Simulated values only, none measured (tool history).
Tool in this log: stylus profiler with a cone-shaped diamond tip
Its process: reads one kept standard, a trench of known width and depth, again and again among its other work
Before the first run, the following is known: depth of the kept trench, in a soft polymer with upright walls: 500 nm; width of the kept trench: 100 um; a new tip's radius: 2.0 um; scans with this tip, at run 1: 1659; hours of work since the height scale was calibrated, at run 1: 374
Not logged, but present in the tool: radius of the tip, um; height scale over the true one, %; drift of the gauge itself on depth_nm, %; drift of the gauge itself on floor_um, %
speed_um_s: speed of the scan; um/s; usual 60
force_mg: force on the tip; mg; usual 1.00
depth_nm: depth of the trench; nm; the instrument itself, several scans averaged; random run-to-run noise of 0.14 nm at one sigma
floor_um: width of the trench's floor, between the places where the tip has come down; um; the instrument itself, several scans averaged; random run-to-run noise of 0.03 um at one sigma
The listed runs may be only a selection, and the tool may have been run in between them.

run,hour,speed_um_s,force_mg,scans with this tip,hours of work since the height scale was calibrated,depth_nm,floor_um
1,0.0,60,1.00,1659,374,502.23,96.64
2,143.7,60,1.00,1933,436,501.93,96.64
3,283.7,60,1.00,2201,496,501.51,96.59
4,397.5,60,1.00,2418,545,501.91,96.58
5,536.2,60,1.00,2683,604,501.71,96.55
6,662.0,60,1.00,2923,658,501.59,96.50
7,722.2,60,1.00,3038,684,501.49,96.51
8,826.6,60,1.00,3237,729,501.50,96.44
9,890.5,60,1.00,3359,757,501.48,96.43
10,959.8,60,1.00,3491,787,501.24,96.49
11,1061.4,60,2.62,3685,830,503.92,96.68
12,1196.1,60,1.27,3943,888,501.62,96.52
13,1286.0,60,1.27,4114,927,501.64,96.47
14,1429.8,60,0.68,4389,989,500.20,96.24
15,1549.5,199,0.68,4617,1040,500.30,94.57
# hour 1580.2: height scale calibrated on a step standard
16,1690.2,29,0.68,4885,47,502.29,96.57
17,1818.7,60,1.00,5130,103,503.01,96.28
18,1930.6,60,1.00,5344,151,502.72,96.31
19,2029.4,60,1.00,5533,193,502.74,96.28
20,2128.5,60,1.00,5722,236,502.62,96.27
21,2230.2,60,1.00,5916,280,502.64,96.29
22,2366.5,60,2.58,6176,338,505.03,96.43
23,2437.9,60,0.47,6313,369,500.99,95.91
24,2508.5,17,0.49,6447,399,501.17,96.54
25,2591.4,60,2.10,6606,435,503.96,96.40
26,2726.2,98,1.00,6863,493,502.22,95.71
27,2863.2,98,1.00,7125,552,501.94,95.78
28,2950.7,201,0.68,7292,589,501.49,94.28
29,3067.2,110,1.43,7514,640,502.49,95.81
30,3207.2,200,0.71,7781,700,500.95,94.31
31,3276.2,238,0.69,7913,729,500.71,93.89
32,3420.4,135,1.41,8189,792,502.15,95.58
33,3521.3,26,0.77,8381,835,500.83,96.35
34,3583.4,60,0.42,8500,862,500.11,95.72
35,3685.5,32,0.64,8695,906,500.43,96.25
36,3792.9,179,1.19,8900,952,501.49,94.93
37,3853.3,179,1.19,9015,978,501.49,94.95
38,3984.9,130,0.55,9266,1034,499.90,94.86
# hour 4022.5: height scale calibrated on a step standard
39,4117.9,24,0.56,9519,41,502.25,96.23
40,4233.0,24,0.56,9739,91,501.88,96.25
41,4306.5,22,0.51,9880,122,501.55,96.26
42,4405.7,22,0.51,10069,165,501.45,96.21
43,4476.3,27,0.39,10204,195,501.59,96.03
44,4570.9,90,0.37,10384,236,501.13,95.03
45,4673.8,90,1.75,10581,280,503.92,95.77

3 options for the next run, each taken on its own from the tool as it stands now. Forecast them:
A,4804.7,193,0.73,10831,336,?,?
B,4804.7,37,0.85,10831,336,?,?
C,4804.7,130,1.40,10831,336,?,?

run,depth_nm,floor_um
A,502.01,94.14
B,502.04,96.05
C,503.16,95.32
With no hidden state in the tool, these same runs would have given:
run,depth_nm,floor_um
A,502.60,95.05
B,502.63,96.95
C,503.75,96.23

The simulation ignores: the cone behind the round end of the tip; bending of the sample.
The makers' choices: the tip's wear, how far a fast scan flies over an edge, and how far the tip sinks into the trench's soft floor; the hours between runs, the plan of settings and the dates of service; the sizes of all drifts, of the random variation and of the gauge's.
